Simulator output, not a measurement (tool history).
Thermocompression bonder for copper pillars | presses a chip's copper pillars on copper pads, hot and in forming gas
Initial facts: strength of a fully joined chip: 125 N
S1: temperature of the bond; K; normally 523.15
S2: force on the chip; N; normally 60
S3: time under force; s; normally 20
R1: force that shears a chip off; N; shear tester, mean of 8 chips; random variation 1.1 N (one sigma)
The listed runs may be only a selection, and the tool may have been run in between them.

{"run": 1, "hour": 0.0, "S1": 523.15, "S2": 60, "S3": 20, "R1": 87.5}
{"run": 2, "hour": 43.1, "S1": 523.15, "S2": 60, "S3": 20, "R1": 87.4}
{"run": 3, "hour": 78.4, "S1": 523.15, "S2": 60, "S3": 20, "R1": 83.8}
{"run": 4, "hour": 119.0, "S1": 523.15, "S2": 60, "S3": 20, "R1": 83.9}
{"run": 5, "hour": 202.0, "S1": 523.15, "S2": 60, "S3": 20, "R1": 82.5}
{"hour": 244.0, "done": "forming gas filter changed"}
{"run": 6, "hour": 248.5, "S1": 523.15, "S2": 60, "S3": 20, "R1": 86.3}
{"run": 7, "hour": 286.1, "S1": 523.15, "S2": 60, "S3": 20, "R1": 86.2}
{"hour": 314.9, "done": "heater calibrated with a thermocouple chip"}
{"run": 8, "hour": 329.3, "S1": 523.15, "S2": 60, "S3": 20, "R1": 90.6}
{"run": 9, "hour": 384.7, "S1": 523.15, "S2": 60, "S3": 20, "R1": 90.2}
{"run": 10, "hour": 457.4, "S1": 523.15, "S2": 60, "S3": 20, "R1": 87.3}
{"hour": 498.9, "done": "forming gas filter changed"}
{"run": 11, "hour": 505.8, "S1": 523.15, "S2": 60, "S3": 20, "R1": 91.6}
{"run": 12, "hour": 588.6, "S1": 523.15, "S2": 60, "S3": 20, "R1": 88.5}
{"run": 13, "hour": 631.9, "S1": 523.15, "S2": 60, "S3": 20, "R1": 87.5}
{"run": 14, "hour": 686.2, "S1": 523.15, "S2": 60, "S3": 20, "R1": 87.4}
{"run": 15, "hour": 741.5, "S1": 523.15, "S2": 60, "S3": 20, "R1": 83.2}
{"hour": 752.3, "done": "forming gas filter changed"}
{"run": 16, "hour": 818.7, "S1": 523.15, "S2": 60, "S3": 20, "R1": 89.7}
{"run": 17, "hour": 900.3, "S1": 523.15, "S2": 60, "S3": 14, "R1": 78.9}
{"run": 18, "hour": 942.1, "S1": 523.15, "S2": 60, "S3": 20, "R1": 84.4}
{"hour": 1008.1, "done": "forming gas filter changed"}
{"run": 19, "hour": 1024.4, "S1": 530.15, "S2": 60, "S3": 20, "R1": 94.6}
{"run": 20, "hour": 1095.8, "S1": 530.15, "S2": 39, "S3": 20, "R1": 77.4}
{"run": 21, "hour": 1137.1, "S1": 523.15, "S2": 83, "S3": 45, "R1": 110.2}
{"run": 22, "hour": 1182.4, "S1": 553.15, "S2": 44, "S3": 23, "R1": 98.3}
{"run": 23, "hour": 1223.2, "S1": 549.15, "S2": 36, "S3": 20, "R1": 85.1}
{"hour": 1267.8, "done": "forming gas filter changed"}
{"run": 24, "hour": 1276.3, "S1": 524.15, "S2": 46, "S3": 20, "R1": 79.1}
{"run": 25, "hour": 1331.7, "S1": 552.15, "S2": 50, "S3": 19, "R1": 100.0}
{"run": 26, "hour": 1407.3, "S1": 544.15, "S2": 89, "S3": 20, "R1": 108.5}
{"run": 27, "hour": 1471.3, "S1": 505.15, "S2": 82, "S3": 10, "R1": 62.2}
{"hour": 1521.1, "done": "forming gas filter changed"}
{"run": 28, "hour": 1521.1, "S1": 538.15, "S2": 60, "S3": 25, "R1": 104.4}
{"run": 29, "hour": 1570.5, "S1": 538.15, "S2": 60, "S3": 25, "R1": 101.9}
{"run": 30, "hour": 1645.5, "S1": 538.15, "S2": 60, "S3": 25, "R1": 98.2}
{"run": 31, "hour": 1725.0, "S1": 529.15, "S2": 61, "S3": 20, "R1": 88.5}
{"hour": 1776.6, "done": "forming gas filter changed"}
{"run": 32, "hour": 1808.0, "S1": 529.15, "S2": 61, "S3": 20, "R1": 88.3}
{"run": 33, "hour": 1868.4, "S1": 523.15, "S2": 49, "S3": 50, "R1": 96.0}
{"run": 34, "hour": 1929.8, "S1": 526.15, "S2": 38, "S3": 15, "R1": 63.7}
{"run": 35, "hour": 1966.2, "S1": 526.15, "S2": 38, "S3": 15, "R1": 60.3}
{"hour": 2034.1, "done": "force cell calibrated"}
{"hour": 2034.6, "done": "forming gas filter changed"}
{"run": 36, "hour": 2038.5, "S1": 526.15, "S2": 38, "S3": 26, "R1": 77.9}
{"run": 37, "hour": 2114.2, "S1": 528.15, "S2": 46, "S3": 14, "R1": 70.8}
{"run": 38, "hour": 2166.2, "S1": 528.15, "S2": 46, "S3": 14, "R1": 71.9}
{"run": 39, "hour": 2215.9, "S1": 550.15, "S2": 90, "S3": 13, "R1": 104.6}

Measured less the same run without the tool's hidden state. The same run-to-run variation is in both; the gauge's scatter may not be:
The tool's hidden condition here consists of: true temperature of the bond over the reading, C; force that reaches the chip, % of what is set; oxide that the forming gas leaves, % of the face; drift of the gauge itself on shear_n, %.
run=1 R1=-5.6
run=2 R1=-6.9
run=3 R1=-7.8
run=4 R1=-9.0
run=5 R1=-11.3
run=6 R1=-6.4
run=7 R1=-7.5
run=8 R1=-3.1
run=9 R1=-4.8
run=10 R1=-6.8
run=11 R1=-2.1
run=12 R1=-4.4
run=13 R1=-5.6
run=14 R1=-7.3
run=15 R1=-8.6
run=16 R1=-4.5
run=17 R1=-6.4
run=18 R1=-7.9
run=19 R1=-4.0
run=20 R1=-5.9
run=21 R1=-6.3
run=22 R1=-8.1
run=23 R1=-9.2
run=24 R1=-5.0
run=25 R1=-5.6
run=26 R1=-7.1
run=27 R1=-9.3
run=28 R1=-4.6
run=29 R1=-6.1
run=30 R1=-8.3
run=31 R1=-11.4
run=32 R1=-7.1
run=33 R1=-8.5
run=34 R1=-10.1
run=35 R1=-10.7
run=36 R1=-6.0
run=37 R1=-7.6
run=38 R1=-9.1
run=39 R1=-9.5

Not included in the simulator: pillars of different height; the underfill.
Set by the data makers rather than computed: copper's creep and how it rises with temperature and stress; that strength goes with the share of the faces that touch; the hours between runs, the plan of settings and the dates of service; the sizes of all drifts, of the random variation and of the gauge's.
